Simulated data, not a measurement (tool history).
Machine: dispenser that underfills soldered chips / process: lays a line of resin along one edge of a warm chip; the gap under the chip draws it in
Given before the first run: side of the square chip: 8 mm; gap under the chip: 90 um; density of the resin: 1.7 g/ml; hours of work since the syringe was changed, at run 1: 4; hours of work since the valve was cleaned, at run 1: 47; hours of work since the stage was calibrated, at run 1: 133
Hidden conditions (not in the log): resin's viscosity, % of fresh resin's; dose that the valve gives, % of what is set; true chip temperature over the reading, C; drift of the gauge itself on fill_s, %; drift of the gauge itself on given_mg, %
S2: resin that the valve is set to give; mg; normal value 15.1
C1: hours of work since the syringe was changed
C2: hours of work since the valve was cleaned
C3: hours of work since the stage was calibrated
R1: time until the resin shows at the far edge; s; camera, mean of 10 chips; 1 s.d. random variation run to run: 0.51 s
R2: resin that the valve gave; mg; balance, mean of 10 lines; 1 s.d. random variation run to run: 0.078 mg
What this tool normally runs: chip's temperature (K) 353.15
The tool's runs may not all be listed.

Run 1, hour 0: usual settings; C1 4; C2 47; C3 133. Result: R1 58.9 s, R2 14.63 mg.
Run 2, hour 5.1: usual settings; C1 7; C2 51; C3 136. Result: R1 75.9 s, R2 14.8 mg.
At hour 5.8: new syringe of resin.
Run 3, hour 8.7: usual settings; C1 2; C2 53; C3 138. Result: R1 48.1 s, R2 14.73 mg.
Run 4, hour 13.1: usual settings but chip's temperature (K) 365.15; C1 4; C2 55; C3 141. Result: R1 36.1 s, R2 14.63 mg.
Run 5, hour 15.9: usual settings but S2 19.5 mg; C1 6; C2 57; C3 143. Result: R1 68.3 s, R2 18.84 mg.
At hour 18.1: new syringe of resin.
Run 6, hour 18.5: usual settings but S2 19.5 mg; C1 0; C2 58; C3 144. Result: R1 41.9 s, R2 18.85 mg.
Run 7, hour 23.4: usual settings but S2 19.5 mg; C1 3; C2 61; C3 147. Result: R1 53.8 s, R2 18.89 mg.
Run 8, hour 26.1: usual settings but S2 13.3 mg; C1 5; C2 63; C3 149. Result: R1 64 s, R2 12.72 mg.
Run 9, hour 29.5: usual settings but S2 13.3 mg; C1 7; C2 65; C3 151. Result: R1 75.8 s, R2 12.97 mg.
At hour 30.5: new syringe of resin.
Run 10, hour 33.5: usual settings but S2 13.3 mg; C1 2; C2 68; C3 153. Result: R1 50 s, R2 12.99 mg.
Run 11, hour 36.3: usual settings but S2 13.3 mg; C1 4; C2 69; C3 155. Result: R1 57.4 s, R2 12.89 mg.
Run 12, hour 40.3: usual settings but chip's temperature (K) 352.15; C1 6; C2 72; C3 158. Result: R1 70.6 s, R2 14.48 mg.
At hour 43: new syringe of resin.
Run 13, hour 43.1: usual settings but chip's temperature (K) 352.15; C1 0; C2 73; C3 159. Result: R1 45 s, R2 14.69 mg.
Run 14, hour 45.8: usual settings but chip's temperature (K) 352.15; C1 2; C2 75; C3 161. Result: R1 51.7 s, R2 14.49 mg.
Run 15, hour 51.1: usual settings but S2 12.9 mg; C1 5; C2 78; C3 164. Result: R1 63.2 s, R2 12.34 mg.
At hour 55.1: new syringe of resin.
Run 16, hour 55.6: usual settings but chip's temperature (K) 342.15, S2 16.6 mg; C1 0; C2 81; C3 167. Result: R1 71.6 s, R2 16.04 mg.
Run 17, hour 60.6: usual settings but chip's temperature (K) 356.15, S2 14.4 mg; C1 3; C2 84; C3 170. Result: R1 50.1 s, R2 13.86 mg.
Run 18, hour 65.1: usual settings but chip's temperature (K) 363.15, S2 17.4 mg; C1 6; C2 87; C3 172. Result: R1 44.4 s, R2 16.64 mg.
At hour 67.3: new syringe of resin.
Run 19, hour 67.6: usual settings but chip's temperature (K) 363.15, S2 17.4 mg; C1 0; C2 88; C3 174. Result: R1 27.5 s, R2 16.63 mg.
Run 20, hour 71.3: usual settings but chip's temperature (K) 347.15, S2 15.6 mg; C1 2; C2 90; C3 176. Result: R1 67 s, R2 14.96 mg.
Run 21, hour 74: usual settings but chip's temperature (K) 347.15, S2 15.6 mg; C1 4; C2 92; C3 178. Result: R1 77.5 s, R2 14.97 mg.
Run 22, hour 76.4: usual settings but chip's temperature (K) 347.15, S2 15.6 mg; C1 6; C2 93; C3 179. Result: R1 85.9 s, R2 14.85 mg.
At hour 79.6: new syringe of resin.
Run 23, hour 81.2: usual settings but chip's temperature (K) 344.15, S2 15.3 mg; C1 1; C2 96; C3 182. Result: R1 69.9 s, R2 14.59 mg.
Run 24, hour 85.6: usual settings but chip's temperature (K) 347.15, S2 16.7 mg; C1 4; C2 99; C3 185. Result: R1 74.5 s, R2 15.94 mg.
Run 25, hour 90.9: usual settings but chip's temperature (K) 365.15, S2 17 mg; C1 7; C2 102; C3 188. Result: R1 43.4 s, R2 16.26 mg.
At hour 91.7: new syringe of resin.
Run 26, hour 93.4: usual settings but chip's temperature (K) 356.15, S2 18 mg; C1 1; C2 103; C3 189. Result: R1 40.7 s, R2 17.05 mg.
Run 27, hour 98.3: usual settings but chip's temperature (K) 339.15, S2 17.2 mg; C1 4; C2 106; C3 192. Result: R1 113.9 s, R2 16.28 mg.
Run 28, hour 103.1: usual settings but chip's temperature (K) 339.15, S2 17.2 mg; C1 7; C2 109; C3 195. Result: R1 142.1 s, R2 16.4 mg.
At hour 103.9: new syringe of resin.
Run 29, hour 108.1: usual settings but chip's temperature (K) 339.15, S2 18.4 mg; C1 3; C2 112; C3 198. Result: R1 98.1 s, R2 17.29 mg.

Consider 4 possible next runs. They are alternatives, not a sequence: every one starts from the tool as it was left by run 29. What does each give?
Run A, hour 112.8: usual settings but chip's temperature (K) 351.15, S2 17.7 mg; C1 5; C2 115; C3 201. Result: R1 ?, R2 ?.
Run B, hour 112.8: usual settings but chip's temperature (K) 364.15, S2 18.7 mg; C1 5; C2 115; C3 201. Result: R1 ?, R2 ?.
Run C, hour 112.8: usual settings but chip's temperature (K) 346.15, S2 18.4 mg; C1 5; C2 115; C3 201. Result: R1 ?, R2 ?.
Run D, hour 112.8: usual settings but chip's temperature (K) 348.15, S2 16.9 mg; C1 5; C2 115; C3 201. Result: R1 ?, R2 ?.

run    R1     R2
  A  70.1  16.72
  B  39.1  17.63
  C  90.2  17.33
  D  81.5  15.91
Without the tool's hidden state the same runs would have given:
run    R1     R2
  A  44.2  17.74
  B  24.7  18.71
  C    57   18.4
  D  51.5  16.88
